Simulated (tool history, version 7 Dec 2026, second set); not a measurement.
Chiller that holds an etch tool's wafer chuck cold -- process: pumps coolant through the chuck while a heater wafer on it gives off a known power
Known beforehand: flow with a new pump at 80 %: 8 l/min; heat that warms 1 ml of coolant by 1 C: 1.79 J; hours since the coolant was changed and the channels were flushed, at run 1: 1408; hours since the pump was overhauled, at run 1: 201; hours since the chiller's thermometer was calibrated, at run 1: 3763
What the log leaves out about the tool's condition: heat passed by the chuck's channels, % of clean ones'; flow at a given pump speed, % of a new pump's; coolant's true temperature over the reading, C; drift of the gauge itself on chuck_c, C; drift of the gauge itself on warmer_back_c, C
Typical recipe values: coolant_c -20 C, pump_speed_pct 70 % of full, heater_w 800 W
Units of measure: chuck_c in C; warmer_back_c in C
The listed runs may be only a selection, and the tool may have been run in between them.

| run | hour | coolant_c | pump_speed_pct | heater_w | hours since the coolant was changed and the channels were flushed | hours since the pump was overhauled | hours since the chiller's thermometer was calibrated | chuck_c | warmer_back_c |
|---|---|---|---|---|---|---|---|---|---|
| 1 | 0 | -20 | 70 | 800 | 1408 | 201 | 3763 | -12.7 | 3.91 |
| 2 | 82 | -20 | 70 | 800 | 1490 | 283 | 3845 | -12.8 | 3.95 |
| 3 | 230.5 | -20 | 70 | 800 | 1639 | 431 | 3993 | -12.5 | 3.92 |
| 4 | 333.2 | -20 | 70 | 800 | 1742 | 534 | 4096 | -12.7 | 3.91 |
| 5 | 445 | -20 | 70 | 800 | 1853 | 646 | 4208 | -12.6 | 3.91 |
| 6 | 542.2 | -20 | 70 | 800 | 1951 | 743 | 4305 | -12.6 | 4.02 |
| 7 | 617.4 | -20 | 70 | 800 | 2026 | 818 | 4380 | -12.5 | 3.89 |
| 8 | 701.2 | -20 | 70 | 800 | 2110 | 902 | 4464 | -12.6 | 3.91 |
| 9 | 823 | -20 | 70 | 800 | 2231 | 1024 | 4586 | -12.6 | 3.99 |
|  | 830.6 | chiller's thermometer calibrated |
| 10 | 964.8 | -20 | 70 | 800 | 2372 | 1164 | 134 | -12.6 | 4.02 |
| 11 | 1100.1 | -11 | 70 | 800 | 2507 | 1300 | 269 | -3.5 | 3.99 |
| 12 | 1191.5 | -12 | 70 | 800 | 2599 | 1391 | 361 | -4.6 | 3.96 |
|  | 1273.6 | chiller's thermometer calibrated, once more |
| 13 | 1333.2 | -12 | 70 | 800 | 2740 | 1532 | 60 | -4.3 | 4.01 |
| 14 | 1403.2 | -12 | 70 | 800 | 2810 | 1602 | 130 | -4.2 | 3.95 |
| 15 | 1532.4 | -12 | 70 | 800 | 2939 | 1731 | 259 | -4.3 | 3.97 |
| 16 | 1629.1 | -12 | 70 | 800 | 3035 | 1828 | 355 | -4.3 | 3.96 |
| 17 | 1723.6 | -25 | 70 | 800 | 3130 | 1922 | 450 | -17.3 | 3.98 |
| 18 | 1820.3 | -25 | 70 | 800 | 3227 | 2019 | 547 | -17.2 | 4.03 |
| 19 | 1916.2 | -14 | 70 | 1187 | 3323 | 2115 | 643 | -2.4 | 5.87 |
| 20 | 2018.5 | -14 | 70 | 1187 | 3425 | 2217 | 745 | -2.3 | 5.92 |
| 21 | 2124.5 | -14 | 70 | 1187 | 3531 | 2323 | 851 | -2.3 | 5.94 |
| 22 | 2226.2 | -20 | 75 | 605 | 3632 | 2425 | 953 | -14.4 | 2.87 |
| 23 | 2369.2 | -21 | 73 | 1111 | 3775 | 2568 | 1096 | -10.4 | 5.31 |
| 24 | 2436.8 | -16 | 81 | 879 | 3843 | 2635 | 1163 | -8.4 | 3.76 |
| 25 | 2524.1 | -16 | 98 | 432 | 3930 | 2723 | 1251 | -13 | 1.53 |
| 26 | 2641.7 | -15 | 73 | 425 | 4048 | 2840 | 1368 | -11.1 | 2 |
| 27 | 2736.7 | -20 | 70 | 1187 | 4143 | 2935 | 1463 | -8.4 | 6 |
| 28 | 2809.8 | -16 | 81 | 1187 | 4216 | 3008 | 1536 | -5.7 | 5.11 |
| 29 | 2934.4 | -27 | 84 | 444 | 4341 | 3133 | 1661 | -23.3 | 1.85 |
| 30 | 3029.6 | -27 | 62 | 780 | 4436 | 3228 | 1756 | -18.1 | 4.52 |

What does the tool deliver on the next run?
| 31 | 3139.6 | -27 | 62 | 780 | 4546 | 3338 | 1866 | ? | ? |

For run 31 the tool returned chuck_c -18.2 C, warmer_back_c 4.54 C.
Had the tool carried no hidden state, the very same run would have given chuck_c -18.8 C, warmer_back_c 4.37 C.
